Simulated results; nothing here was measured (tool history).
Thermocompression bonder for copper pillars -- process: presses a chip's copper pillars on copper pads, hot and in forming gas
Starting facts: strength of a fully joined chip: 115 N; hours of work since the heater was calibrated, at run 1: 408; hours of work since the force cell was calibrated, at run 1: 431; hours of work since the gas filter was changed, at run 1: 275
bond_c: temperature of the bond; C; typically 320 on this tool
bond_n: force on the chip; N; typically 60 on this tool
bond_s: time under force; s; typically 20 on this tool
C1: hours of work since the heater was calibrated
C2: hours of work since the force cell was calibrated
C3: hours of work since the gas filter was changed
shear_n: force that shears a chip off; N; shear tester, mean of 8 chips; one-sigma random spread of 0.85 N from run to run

{"run": 1, "hour": 0.0, "bond_c": 320, "bond_n": 60, "bond_s": 20, "C1": 408, "C2": 431, "C3": 275, "shear_n": 61.2}
{"run": 2, "hour": 13.5, "bond_c": 320, "bond_n": 60, "bond_s": 20, "C1": 417, "C2": 440, "C3": 284, "shear_n": 61.1}
{"run": 3, "hour": 30.1, "bond_c": 320, "bond_n": 60, "bond_s": 20, "C1": 427, "C2": 451, "C3": 295, "shear_n": 60.8}
{"run": 4, "hour": 38.5, "bond_c": 320, "bond_n": 60, "bond_s": 20, "C1": 433, "C2": 456, "C3": 300, "shear_n": 59.6}
{"run": 5, "hour": 52.2, "bond_c": 320, "bond_n": 60, "bond_s": 20, "C1": 442, "C2": 465, "C3": 309, "shear_n": 59.0}
{"run": 6, "hour": 66.2, "bond_c": 320, "bond_n": 60, "bond_s": 20, "C1": 451, "C2": 474, "C3": 318, "shear_n": 59.1}
{"run": 7, "hour": 73.6, "bond_c": 320, "bond_n": 60, "bond_s": 20, "C1": 456, "C2": 479, "C3": 323, "shear_n": 60.7}
{"run": 8, "hour": 85.4, "bond_c": 320, "bond_n": 60, "bond_s": 20, "C1": 463, "C2": 487, "C3": 331, "shear_n": 58.5}
{"run": 9, "hour": 97.4, "bond_c": 320, "bond_n": 60, "bond_s": 20, "C1": 471, "C2": 494, "C3": 338, "shear_n": 58.3}
{"run": 10, "hour": 107.7, "bond_c": 320, "bond_n": 60, "bond_s": 13, "C1": 478, "C2": 501, "C3": 345, "shear_n": 51.2}
{"run": 11, "hour": 120.4, "bond_c": 337, "bond_n": 38, "bond_s": 55, "C1": 486, "C2": 509, "C3": 353, "shear_n": 63.6}
{"run": 12, "hour": 132.6, "bond_c": 344, "bond_n": 54, "bond_s": 55, "C1": 494, "C2": 517, "C3": 361, "shear_n": 88.2}
{"run": 13, "hour": 147.7, "bond_c": 330, "bond_n": 54, "bond_s": 29, "C1": 504, "C2": 527, "C3": 371, "shear_n": 67.3}
{"run": 14, "hour": 160.2, "bond_c": 349, "bond_n": 44, "bond_s": 20, "C1": 512, "C2": 535, "C3": 379, "shear_n": 61.0}
{"run": 15, "hour": 169.5, "bond_c": 301, "bond_n": 44, "bond_s": 20, "C1": 518, "C2": 541, "C3": 385, "shear_n": 31.0}
{"run": 16, "hour": 177.5, "bond_c": 338, "bond_n": 71, "bond_s": 13, "C1": 523, "C2": 546, "C3": 390, "shear_n": 71.6}

Each row is a separate what-if for the run after 16, all from the same tool condition, not one after another. Results?
{"hour": 183.4, "done": "heater calibrated with a thermocouple chip"}
{"hour": 185.2, "done": "forming gas filter changed"}
{"run": "A", "hour": 195.7, "bond_c": 341, "bond_n": 70, "bond_s": 37, "C1": 8, "C2": 556, "C3": 7, "shear_n": "?"}
{"hour": 183.4, "done": "heater calibrated with a thermocouple chip"}
{"hour": 185.2, "done": "forming gas filter changed"}
{"run": "B", "hour": 195.7, "bond_c": 291, "bond_n": 60, "bond_s": 35, "C1": 8, "C2": 556, "C3": 7, "shear_n": "?"}
{"hour": 183.4, "done": "heater calibrated with a thermocouple chip"}
{"hour": 185.2, "done": "forming gas filter changed"}
{"run": "C", "hour": 195.7, "bond_c": 349, "bond_n": 42, "bond_s": 11, "C1": 8, "C2": 556, "C3": 7, "shear_n": "?"}

run=A shear_n=103.3
run=B shear_n=59.5
run=C shear_n=58.3
Without the tool's hidden state the same runs would have given:
run=A shear_n=101.9
run=B shear_n=57.0
run=C shear_n=55.9

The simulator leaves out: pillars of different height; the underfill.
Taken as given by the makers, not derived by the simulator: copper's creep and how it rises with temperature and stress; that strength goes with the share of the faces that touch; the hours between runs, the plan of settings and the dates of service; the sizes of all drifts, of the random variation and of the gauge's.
